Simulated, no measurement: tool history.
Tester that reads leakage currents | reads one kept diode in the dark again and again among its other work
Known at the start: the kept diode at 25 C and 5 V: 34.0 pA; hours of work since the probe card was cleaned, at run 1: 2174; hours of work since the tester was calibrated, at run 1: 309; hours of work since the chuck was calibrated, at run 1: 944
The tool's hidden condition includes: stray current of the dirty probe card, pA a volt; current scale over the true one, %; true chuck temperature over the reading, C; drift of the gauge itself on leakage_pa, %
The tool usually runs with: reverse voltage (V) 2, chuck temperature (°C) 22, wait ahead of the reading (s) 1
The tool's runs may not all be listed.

run,hour,reverse voltage (V),chuck temperature (°C),wait ahead of the reading (s),hours of work since the probe card was cleaned,hours of work since the tester was calibrated,hours of work since the chuck was calibrated,current that the tester gives (pA)
1,0,2,22,1,2174,309,944,16.59
# hour 24: probe card cleaned and baked
2,75,2,22,1,31,353,988,15.6
3,140.6,2,22,1,71,393,1027,15.51
4,210.4,2,22,1,113,435,1070,15.36
5,265.6,2,22,1,147,469,1103,15.18
# hour 324.3: chuck's temperature calibrated
6,336.3,2,22,1,189,510,7,18.08
7,389.3,2,22,1,221,543,40,18.04
8,461.6,2,47,1,265,586,83,156.79
9,512.9,2,22,1,296,618,115,17.78
10,559,2,22,1,324,646,143,17.79
11,607.7,2,22,1,354,675,172,17.57
12,659.5,2,46,1,385,707,204,142.57
13,706.8,2,46,1,414,736,233,140.94
14,766.8,2,46,1,450,772,269,140.61
15,825.9,2,22,1,486,808,305,17.22
16,874.6,15.7,22,1,516,838,335,39.93
17,943.5,2,22,5.7,558,879,376,17.06
18,1030.9,2,22,1,611,933,430,16.86
19,1090.5,2,22,1,647,969,466,16.76
20,1171.2,2,21,1,696,1018,515,15.2
21,1208.6,2.8,29,4.41,719,1041,538,35.99
22,1265.6,2,54,1,754,1075,572,254.67
23,1352,2,54,1,806,1128,625,251.13
24,1399.3,2,54,1,835,1157,654,250.49
25,1478.8,9.95,28,0.74,883,1205,702,53.7
26,1521.5,9.95,24,0.97,909,1231,728,37.72
27,1605.6,9.95,24,0.97,960,1282,779,37.38
28,1654.4,9.95,25,1.41,990,1312,809,40.63
29,1732,9.95,25,1.41,1037,1359,856,40.6
30,1804,4.08,27,0.87,1081,1403,900,33.26
31,1856.9,4.08,27,0.87,1113,1435,932,33.16
32,1924.9,4.08,27,0.87,1154,1476,973,32.93
33,2002.1,6.43,27,5.96,1201,1523,1020,39.08
34,2079.8,12.11,25,5.96,1249,1570,1067,42.84
35,2154.1,12.11,42,1.71,1294,1615,1112,180.05
# hour 2199.8: chuck's temperature calibrated
36,2232.6,2,38,1.2,1340,1662,20,78.02
37,2304.6,1.73,22,0.39,1384,1706,64,18.02
38,2378.6,1.81,25,0.39,1429,1751,109,24.03
39,2426.5,14.84,21,7.33,1458,1780,138,40.44
40,2492.2,12.61,57,4.33,1498,1820,178,714.78

Each row is a separate what-if for the run after 40, all from the same tool condition, not one after another. Results?
A,2573.2,2.9,59,0.38,1547,1869,227,?
B,2573.2,2,20,2.7,1547,1869,227,?
C,2573.2,3.05,22,1,1547,1869,227,?

run,current that the tester gives (pA)
A,464.51
B,15.33
C,22.05
Stripped of hidden state, with their random variation kept, the same runs would have yielded:
run,current that the tester gives (pA)
A,468.07
B,14.93
C,21.4
